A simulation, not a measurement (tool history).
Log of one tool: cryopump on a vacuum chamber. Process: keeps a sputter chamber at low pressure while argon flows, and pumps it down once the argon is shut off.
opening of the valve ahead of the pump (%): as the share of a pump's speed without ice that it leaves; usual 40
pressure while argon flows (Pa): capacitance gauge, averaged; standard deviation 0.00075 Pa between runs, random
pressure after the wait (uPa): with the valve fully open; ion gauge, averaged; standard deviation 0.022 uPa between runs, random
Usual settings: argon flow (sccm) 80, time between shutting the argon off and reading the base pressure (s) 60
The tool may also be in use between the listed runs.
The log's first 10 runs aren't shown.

run,day,argon flow (sccm),time between shutting the argon off and reading the base pressure (s),opening of the valve ahead of the pump (%),hours of work since the pump was warmed up and emptied,hours of work since the cold head was overhauled,hours of work since the chamber's fittings were tightened,pressure while argon flows (Pa),pressure after the wait (uPa)
11,30.133,80,127,40,787,3047,1239,0.1562,0.81
12,32.292,80,60,15,826,3085,1278,0.3907,1.14
13,35.333,97,60,40,880,3139,1332,0.1930,1.19
14,37.833,80,142,40,924,3184,1376,0.1604,0.84
15,39.867,80,142,40,960,3220,1412,0.1622,0.86
16,42.254,80,142,22,1003,3262,1454,0.2769,0.86
17,44.504,80,142,22,1043,3302,1494,0.2752,0.88
18,46.912,67,142,38,1085,3345,1537,0.1446,0.94
# day 48.408: pump warmed up, emptied and cooled again
19,49.554,137,142,46,20,3388,1580,0.2121,0.78
20,52.812,133,22,19,78,3446,1638,0.4954,2.05
21,54.600,93,60,37,110,3478,1670,0.1819,1.15
22,56.092,93,60,37,136,3504,1697,0.1804,1.16
23,58.921,80,61,59,187,3554,1747,0.1002,1.15
24,60.854,80,68,26,221,3589,1781,0.2215,1.06
25,64.138,80,31,22,279,3647,1839,0.2634,1.67
26,66.867,80,296,40,328,3695,1888,0.1483,0.77
27,69.100,67,88,40,367,3735,1928,0.1237,1.03
# day 72.333: leaking fittings of the chamber tightened, without venting
28,72.796,144,24,20,432,3799,8,0.5184,1.57
29,75.525,107,53,40,480,3848,57,0.2018,0.76
30,78.575,107,26,17,534,3902,111,0.4576,1.45
31,80.300,114,61,46,565,3932,141,0.1910,0.74
32,82.400,48,61,46,602,3970,179,0.0805,0.79
33,84.583,123,100,26,641,4009,218,0.3524,0.53

What if the next run were any one of these 3? Each begins from the tool's condition after run 33:
A,87.212,42,100,26,688,4055,264,?,?
B,87.212,123,100,33,688,4055,264,?,?
C,87.212,38,100,26,688,4055,264,?,?

run,pressure while argon flows (Pa),pressure after the wait (uPa)
A,0.1216,0.55
B,0.2850,0.56
C,0.1093,0.59
Take away the tool's hidden state, keep each run's random variation, and the runs would have read:
run,pressure while argon flows (Pa),pressure after the wait (uPa)
A,0.1136,0.42
B,0.2616,0.43
C,0.1021,0.47
